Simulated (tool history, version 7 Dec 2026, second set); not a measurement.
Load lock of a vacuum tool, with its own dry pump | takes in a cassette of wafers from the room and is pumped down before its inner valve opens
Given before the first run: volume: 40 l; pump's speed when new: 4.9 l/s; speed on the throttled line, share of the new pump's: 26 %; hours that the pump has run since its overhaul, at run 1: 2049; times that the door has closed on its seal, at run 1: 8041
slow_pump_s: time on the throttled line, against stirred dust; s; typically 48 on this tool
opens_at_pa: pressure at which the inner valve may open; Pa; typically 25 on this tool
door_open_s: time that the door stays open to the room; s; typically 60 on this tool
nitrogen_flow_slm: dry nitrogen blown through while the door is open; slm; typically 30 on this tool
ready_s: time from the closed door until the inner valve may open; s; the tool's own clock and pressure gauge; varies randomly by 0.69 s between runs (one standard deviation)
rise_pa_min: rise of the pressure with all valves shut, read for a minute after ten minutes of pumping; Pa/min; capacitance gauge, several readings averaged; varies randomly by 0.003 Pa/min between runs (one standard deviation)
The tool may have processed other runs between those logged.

run      day  slow_pump_s  opens_at_pa  door_open_s  nitrogen_flow_slm  hours that the pump has run since its overhaul  times that the door has closed on its seal  incoming humidity of the room's air, %  ready_s  rise_pa_min
  1        0           48           25           60                 30                                            2049                                        8041                                    46.2    103.6        0.039
  2    5.079           48           25           60                 30                                            2171                                        8456                                    44.7    103.2        0.042
  3     12.2           48           25           60                 30                                            2342                                        9038                                    45.4    102.4        0.035
  4   16.512           48           25           60                 30                                            2446                                        9391                                      43    102.8        0.034
  5   21.454           48           25           60                 30                                            2564                                        9794                                    45.9    102.7        0.041
  6   27.525           48           48           60                 30                                            2710                                       10290                                    43.2     97.1        0.037
  7   33.888           48           25           32                 30                                            2863                                       10811                                    47.1      103        0.028
  8   40.058           48           25           95                 30                                            3011                                       11315                                    43.8    103.5        0.046
  9   45.904           48           25           95                 30                                            3151                                       11792                                    45.4    103.2        0.052
 10   49.567           48           25           95                 30                                            3239                                       12092                                    44.6    103.7        0.053
 11   52.896           48           25           60                 30                                            3319                                       12364                                    45.2    102.9        0.036
 12    59.85           48           25           60                 30                                            3486                                       12932                                      46    103.4        0.044
 13   66.667           48           25           60                 30                                            3649                                       13489                                    44.1      104        0.042
 14   70.492           48           25           60                 30                                            3741                                       13801                                      44    104.1        0.041
 15   74.692           88           25           60                 30                                            3842                                       14145                                    45.5    132.6        0.037
 16   82.054           88           25           60                 30                                            4019                                       14746                                    44.5    132.7        0.045
 17   88.496           48           19           60                 30                                            4173                                       15273                                    52.7      106        0.043
 18   92.408           48           19           60                 30                                            4267                                       15593                                    44.2    106.5        0.038
 19   97.071           48           29           60                 30                                            4379                                       15973                                    43.8    101.8        0.047
 20  102.471           27           38           47                 16                                            4509                                       16415                                    47.6       85         0.05
 21  107.958           28           34           60                  7                                            4640                                       16863                                      46     86.6        0.062
 22  112.312           43           18           60                  7                                            4745                                       17219                                    46.2    103.7        0.062
 23  119.825           26           25           60                  7                                            4925                                       17833                                    45.5     87.2        0.058
 24  123.583           26           25           60                  7                                            5015                                       18140                                    45.2     86.7        0.066
 25  128.821           87           20          183                 10                                            5141                                       18568                                    46.5    133.5        0.117
 26  135.967           35           20           78                 10                                            5313                                       19152                                      47     95.6         0.07
 27  141.408           35           20           78                 10                                            5443                                       19597                                    43.5     95.7        0.067
 28  147.438           28           25           26                 16                                            5588                                       20089                                    46.7     88.9        0.042
 29  152.896           48           32           77                 30                                            5719                                       20536                                    40.3    101.1        0.057
 30  158.754           48           32           73                 30                                            5859                                       21014                                    41.6    101.4        0.052
 31  166.571           49           26           60                 14                                            6047                                       21653                                    48.6    104.6        0.061
 32  171.771           48           30           48                 30                                            6172                                       22078                                    47.3    102.1        0.048
 33  179.533           50           21           60                  7                                            6358                                       22712                                    47.4    106.4        0.069
 34  184.658           50           21           60                  7                                            6481                                       23131                                    44.4    108.5        0.061
 35  188.325           50           21           50                 13                                            6569                                       23431                                    43.7      106        0.055
 36  196.154           50           21           50                 13                                            6757                                       24071                                      47    107.3        0.061
 37   202.55           92           32          152                 43                                            6911                                       24593                                    44.3    133.6        0.067

Hidden state or all else? Some run-to-run changes of rise_pa_min, split into what the settings, what came in and random variation would give without the hidden state, and what is left for the hidden state (with any gauge scatter that isn't in both results):
Hidden state present: pump's speed, % of a new pump's; leak at the door's seal, Pa l/s; drift of the gauge itself on ready_s, %; drift of the gauge itself on rise_pa_min, %.
Run 5 -> 6: opens_at_pa 25 -> 48. rise_pa_min -0.004 Pa/min: hidden state +0.001, all else -0.005.
Run 7 -> 8: door_open_s 32 -> 95. rise_pa_min +0.018 Pa/min: hidden state +0.001, all else +0.017.
Run 9 -> 10: nothing adjusted, nothing logged. rise_pa_min +0.001 Pa/min: hidden state +0.001, all else +0.
Run 24 -> 25: slow_pump_s 26 -> 87, opens_at_pa 25 -> 20, door_open_s 60 -> 183, nitrogen_flow_slm 7 -> 10. rise_pa_min +0.051 Pa/min: hidden state +0, all else +0.051.
Run 25 -> 26: slow_pump_s 87 -> 35, door_open_s 183 -> 78. rise_pa_min -0.047 Pa/min: hidden state +0.001, all else -0.048.
Run 27 -> 28: slow_pump_s 35 -> 28, opens_at_pa 20 -> 25, door_open_s 78 -> 26, nitrogen_flow_slm 10 -> 16. rise_pa_min -0.025 Pa/min: hidden state +0, all else -0.025.

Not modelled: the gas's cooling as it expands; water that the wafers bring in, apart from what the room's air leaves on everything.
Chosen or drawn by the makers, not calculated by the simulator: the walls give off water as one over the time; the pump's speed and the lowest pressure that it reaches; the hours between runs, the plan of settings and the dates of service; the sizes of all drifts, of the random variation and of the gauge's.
